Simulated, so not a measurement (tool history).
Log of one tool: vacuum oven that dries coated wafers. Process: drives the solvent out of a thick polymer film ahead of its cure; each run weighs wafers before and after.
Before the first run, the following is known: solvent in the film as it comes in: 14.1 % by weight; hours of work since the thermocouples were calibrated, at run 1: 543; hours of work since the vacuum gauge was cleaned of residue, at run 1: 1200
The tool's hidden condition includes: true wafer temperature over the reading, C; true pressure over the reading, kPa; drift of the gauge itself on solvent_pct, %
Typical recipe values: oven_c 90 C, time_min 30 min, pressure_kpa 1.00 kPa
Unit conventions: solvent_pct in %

run	hour	oven_c	time_min	pressure_kpa	hours of work since the thermocouples were calibrated	hours of work since the vacuum gauge was cleaned of residue	solvent_pct
1	0.0	90	30	1.00	543	1200	2.04
2	60.7	90	30	0.71	582	1238	1.81
3	94.1	90	30	0.71	603	1259	1.81
4	154.1	90	30	0.71	641	1297	1.82
5	222.6	90	30	0.71	684	1341	1.89
6	266.4	93	30	1.00	712	1369	1.42
7	302.9	93	30	1.00	735	1392	1.44
8	366.8	93	30	1.00	776	1432	1.35
9	405.8	93	30	1.00	801	1457	1.41
10	464.4	90	30	0.94	838	1494	1.99
11	520.7	90	30	0.64	873	1530	1.93
12	557.3	90	30	0.64	897	1553	2.01
13	602.6	90	30	0.64	925	1582	1.95
14	669.1	90	30	0.64	968	1624	1.90
15	735.0	100	30	0.89	1009	1666	0.51
16	796.1	94	38	3.58	1048	1704	1.73
# hour 818.8: vacuum gauge cleaned of residue and calibrated
17	860.2	90	30	3.00	1088	26	2.73
18	934.4	90	30	3.00	1135	73	2.67
# hour 990.6: oven's thermocouples calibrated
19	994.7	90	49	2.31	3	110	1.32
20	1028.8	90	26	2.09	24	132	2.77
21	1077.4	90	26	2.09	55	163	2.75
22	1117.8	90	22	1.00	81	188	3.01
23	1170.5	90	22	1.00	114	222	2.99
24	1235.7	90	22	1.00	155	263	3.07

Predict the results of run 25:
25	1302.4	104	30	0.63	198	305	?

Run 25 came out at solvent_pct 0.23 %.
Without the tool's hidden state the same run would have given solvent_pct 0.20 %.
